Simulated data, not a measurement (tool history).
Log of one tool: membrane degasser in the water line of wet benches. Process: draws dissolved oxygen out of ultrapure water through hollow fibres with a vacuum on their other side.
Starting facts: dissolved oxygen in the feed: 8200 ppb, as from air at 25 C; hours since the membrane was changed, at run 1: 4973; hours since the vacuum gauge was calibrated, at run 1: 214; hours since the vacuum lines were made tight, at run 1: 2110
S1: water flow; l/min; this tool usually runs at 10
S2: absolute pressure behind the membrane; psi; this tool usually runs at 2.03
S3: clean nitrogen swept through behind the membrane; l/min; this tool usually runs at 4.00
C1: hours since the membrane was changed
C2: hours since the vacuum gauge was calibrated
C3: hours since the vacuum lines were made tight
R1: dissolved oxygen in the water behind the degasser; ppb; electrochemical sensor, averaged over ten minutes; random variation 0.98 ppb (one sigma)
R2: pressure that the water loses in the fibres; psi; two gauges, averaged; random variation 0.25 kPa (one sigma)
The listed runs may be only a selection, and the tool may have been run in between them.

| run | hour | S1 | S2 | S3 | C1 | C2 | C3 | R1 | R2 |
|---|---|---|---|---|---|---|---|---|---|
| 1 | 0.0 | 10 | 2.03 | 4.00 | 4973 | 214 | 2110 | 92.9 | 9.810 |
| 2 | 171.2 | 10 | 2.03 | 4.00 | 5144 | 385 | 2281 | 94.4 | 9.823 |
| 3 | 360.7 | 10 | 2.03 | 4.00 | 5333 | 575 | 2471 | 92.5 | 9.831 |
| 4 | 492.3 | 10 | 2.03 | 4.00 | 5465 | 707 | 2602 | 93.7 | 9.783 |
| 5 | 706.3 | 10 | 2.03 | 4.00 | 5679 | 921 | 2816 | 93.5 | 9.791 |
| 6 | 847.8 | 10 | 2.03 | 3.08 | 5820 | 1062 | 2958 | 113.2 | 9.848 |
| 7 | 1067.1 | 10 | 2.03 | 3.28 | 6040 | 1281 | 3177 | 108.5 | 9.776 |
| 8 | 1193.0 | 10 | 2.03 | 3.28 | 6166 | 1407 | 3303 | 107.2 | 9.831 |
| 9 | 1353.1 | 10 | 2.03 | 3.28 | 6326 | 1567 | 3463 | 107.0 | 9.839 |
| 10 | 1517.5 | 10 | 2.03 | 4.00 | 6490 | 1732 | 3628 | 95.2 | 9.780 |
| 11 | 1644.2 | 10 | 2.03 | 4.00 | 6617 | 1858 | 3754 | 94.4 | 9.790 |
| 12 | 1802.9 | 10 | 2.03 | 4.00 | 6775 | 2017 | 3913 | 94.2 | 9.786 |
| 13 | 1919.1 | 10 | 2.03 | 4.00 | 6892 | 2133 | 4029 | 92.9 | 9.858 |
| 14 | 2009.5 | 10 | 2.03 | 4.00 | 6982 | 2224 | 4119 | 94.0 | 9.810 |
| 15 | 2159.6 | 10 | 2.03 | 4.00 | 7132 | 2374 | 4270 | 92.1 | 9.864 |
| 16 | 2274.5 | 10 | 2.03 | 4.00 | 7247 | 2489 | 4385 | 94.8 | 9.777 |
| 17 | 2407.5 | 10 | 2.78 | 4.00 | 7380 | 2622 | 4517 | 124.6 | 9.816 |
| 18 | 2539.6 | 10 | 2.78 | 4.00 | 7512 | 2754 | 4650 | 126.1 | 9.857 |
| 19 | 2696.3 | 16 | 1.57 | 3.20 | 7669 | 2911 | 4806 | 278.7 | 15.600 |
| 20 | 2831.9 | 10 | 1.65 | 4.00 | 7804 | 3046 | 4942 | 80.5 | 9.771 |
| 21 | 3049.8 | 10 | 1.65 | 4.00 | 8022 | 3264 | 5160 | 79.9 | 9.791 |
| 22 | 3249.8 | 10 | 1.65 | 4.00 | 8222 | 3464 | 5360 | 76.3 | 9.821 |
| 23 | 3354.9 | 12 | 2.84 | 4.78 | 8327 | 3569 | 5465 | 165.0 | 11.780 |
| 24 | 3529.6 | 12 | 1.48 | 4.78 | 8502 | 3744 | 5640 | 107.6 | 11.744 |
| 25 | 3661.5 | 11 | 1.48 | 2.98 | 8634 | 3876 | 5771 | 106.5 | 10.855 |
| 26 | 3828.4 | 10 | 4.21 | 9.41 | 8801 | 4043 | 5938 | 96.2 | 9.832 |
| 27 | 3969.8 | 8 | 4.21 | 1.74 | 8942 | 4184 | 6080 | 292.9 | 7.868 |
|  | 4005.4 | vacuum gauge calibrated |
| 28 | 4117.9 | 11 | 2.41 | 5.37 | 9090 | 113 | 6227 | 109.9 | 10.759 |
| 29 | 4319.0 | 10 | 2.03 | 4.04 | 9291 | 314 | 6429 | 92.9 | 9.781 |
| 30 | 4433.3 | 11 | 2.20 | 4.00 | 9405 | 428 | 6543 | 123.0 | 10.834 |
| 31 | 4549.2 | 7 | 1.36 | 3.66 | 9521 | 544 | 6659 | 33.0 | 6.882 |

Branching from run 31: 3 alternative next runs. What would each branch give?
| A | 4668.2 | 15 | 3.36 | 5.91 | 9640 | 663 | 6778 | ? | ? |
| B | 4668.2 | 8 | 2.68 | 8.09 | 9640 | 663 | 6778 | ? | ? |
| C | 4668.2 | 13 | 3.84 | 6.66 | 9640 | 663 | 6778 | ? | ? |

| run | R1 | R2 |
|---|---|---|
| A | 279.2 | 14.701 |
| B | 46.3 | 7.832 |
| C | 199.1 | 12.778 |
The same runs, with their run-to-run variation unchanged, on a tool lacking any hidden condition would have given:
| run | R1 | R2 |
|---|---|---|
| A | 278.2 | 14.676 |
| B | 46.2 | 7.819 |
| C | 198.4 | 12.756 |
